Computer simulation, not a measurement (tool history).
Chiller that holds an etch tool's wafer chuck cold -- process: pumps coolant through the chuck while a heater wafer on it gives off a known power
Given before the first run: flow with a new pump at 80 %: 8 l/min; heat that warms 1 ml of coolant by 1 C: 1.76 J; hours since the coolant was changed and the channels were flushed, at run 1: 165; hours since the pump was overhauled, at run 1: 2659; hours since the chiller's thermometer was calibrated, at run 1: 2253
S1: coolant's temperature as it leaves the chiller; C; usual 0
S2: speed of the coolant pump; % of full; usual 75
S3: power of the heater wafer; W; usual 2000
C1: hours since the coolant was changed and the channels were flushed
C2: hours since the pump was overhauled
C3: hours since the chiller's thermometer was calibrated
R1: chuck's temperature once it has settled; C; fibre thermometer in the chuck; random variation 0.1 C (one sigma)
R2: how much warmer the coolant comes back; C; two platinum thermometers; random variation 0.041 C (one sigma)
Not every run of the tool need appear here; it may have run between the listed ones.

Run 1, hour 0.0: usual settings; C1 165; C2 2659; C3 2253. Result: R1 15.6 C, R2 9.82 C.
Run 2, hour 102.1: usual settings; C1 268; C2 2761; C3 2355. Result: R1 15.8 C, R2 9.81 C.
Run 3, hour 227.7: usual settings but S1 -10 C; C1 393; C2 2887; C3 2481. Result: R1 5.9 C, R2 9.77 C.
Run 4, hour 283.7: usual settings but S1 -10 C; C1 449; C2 2943; C3 2537. Result: R1 5.8 C, R2 9.84 C.
Run 5, hour 399.8: usual settings but S1 -10 C; C1 565; C2 3059; C3 2653. Result: R1 6.0 C, R2 9.98 C.
Run 6, hour 494.6: usual settings but S1 -10 C; C1 660; C2 3154; C3 2748. Result: R1 5.9 C, R2 9.96 C.
Run 7, hour 563.4: usual settings but S1 -10 C; C1 729; C2 3222; C3 2817. Result: R1 6.0 C, R2 10.06 C.
Run 8, hour 672.0: usual settings but S1 9 C; C1 837; C2 3331; C3 2925. Result: R1 25.0 C, R2 10.00 C.
Run 9, hour 747.3: usual settings but S1 9 C; C1 913; C2 3406; C3 3001. Result: R1 25.4 C, R2 10.08 C.
Run 10, hour 813.8: usual settings but S1 9 C; C1 979; C2 3473; C3 3067. Result: R1 25.2 C, R2 10.15 C.
Run 11, hour 919.3: usual settings but S1 -8 C, S3 1184 W; C1 1085; C2 3578; C3 3173. Result: R1 1.3 C, R2 6.00 C.
Run 12, hour 1047.9: usual settings but S1 -8 C, S3 1184 W; C1 1213; C2 3707; C3 3301. Result: R1 1.3 C, R2 5.98 C.
Run 13, hour 1099.5: usual settings but S1 -8 C, S3 1184 W; C1 1265; C2 3758; C3 3353. Result: R1 1.4 C, R2 6.00 C.
Run 14, hour 1171.5: usual settings but S1 -8 C, S2 67 % of full, S3 2379 W; C1 1337; C2 3831; C3 3425. Result: R1 13.7 C, R2 13.55 C.
Run 15, hour 1281.3: usual settings but S1 -8 C, S2 67 % of full, S3 2379 W; C1 1447; C2 3940; C3 3535. Result: R1 13.9 C, R2 13.62 C.
Run 16, hour 1344.0: usual settings but S1 -8 C, S2 67 % of full, S3 2379 W; C1 1509; C2 4003; C3 3597. Result: R1 13.8 C, R2 13.69 C.
Run 17, hour 1402.7: usual settings but S1 -7 C, S2 64 % of full, S3 2379 W; C1 1568; C2 4062; C3 3656. Result: R1 16.1 C, R2 14.37 C.
Run 18, hour 1492.9: usual settings but S1 -10 C, S2 71 % of full, S3 2468 W; C1 1658; C2 4152; C3 3746. Result: R1 11.9 C, R2 13.49 C.
Run 19, hour 1558.2: usual settings but S3 1952 W; C1 1724; C2 4217; C3 3811. Result: R1 16.5 C, R2 10.07 C.

Below are 4 alternative next runs, each starting from the tool's condition after run 19. Predict each:
Run A, hour 1623.1: usual settings but S2 63 % of full; C1 1789; C2 4282; C3 3876. Result: R1 ?, R2 ?.
Run B, hour 1623.1: usual settings but S1 9 C, S3 1088 W; C1 1789; C2 4282; C3 3876. Result: R1 ?, R2 ?.
Run C, hour 1623.1: usual settings but S1 5 C; C1 1789; C2 4282; C3 3876. Result: R1 ?, R2 ?.
Run D, hour 1623.1: usual settings but S1 -7 C, S2 64 % of full; C1 1789; C2 4282; C3 3876. Result: R1 ?, R2 ?.

run    R1     R2
  A  19.5  12.17
  B  17.9   5.66
  C  21.9  10.47
  D  12.4  12.13
Had the tool no hidden state, the same runs would have come out as:
run    R1     R2
  A  17.2  10.65
  B  17.2   4.96
  C  20.1   9.17
  D  10.1  10.62
